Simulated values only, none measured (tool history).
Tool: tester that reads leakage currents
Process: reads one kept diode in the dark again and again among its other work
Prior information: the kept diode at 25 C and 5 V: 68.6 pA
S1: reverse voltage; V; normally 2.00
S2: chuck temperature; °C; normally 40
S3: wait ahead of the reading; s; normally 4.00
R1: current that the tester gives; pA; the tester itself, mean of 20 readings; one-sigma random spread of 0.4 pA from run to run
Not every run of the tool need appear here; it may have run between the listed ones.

run,hour,S1,S2,S3,R1
1,0.0,2.00,40,4.00,129.23
2,38.0,2.00,40,4.00,129.23
3,72.2,2.00,40,4.00,128.73
4,113.0,2.00,40,4.00,128.74
5,156.4,2.00,40,4.00,129.17
6,199.6,2.68,40,4.00,148.18
7,233.7,4.53,40,4.00,189.95
8,260.5,1.84,40,9.99,120.90
9,284.4,2.59,33,4.00,86.37
10,306.2,2.59,33,4.00,86.61
11,354.1,2.59,33,4.00,86.79
12,386.0,10.42,59,1.67,948.59
13,420.4,2.92,48,4.00,255.55
14,466.6,2.92,48,4.00,255.32

Withheld: 1 entry from between the runs. Position of each, and hidden state at the listed run before versus the listed run after:
After run 7, before run 8: chuck's temperature calibrated (hour 238.6)
  stray current of the dirty probe card, pA a volt: 0.888 -> 0.896; true chuck temperature over the reading, C: -0.79 -> -1.18
  measured result minus the result with no hidden state, R1: -6.42 -> -8.44 pA

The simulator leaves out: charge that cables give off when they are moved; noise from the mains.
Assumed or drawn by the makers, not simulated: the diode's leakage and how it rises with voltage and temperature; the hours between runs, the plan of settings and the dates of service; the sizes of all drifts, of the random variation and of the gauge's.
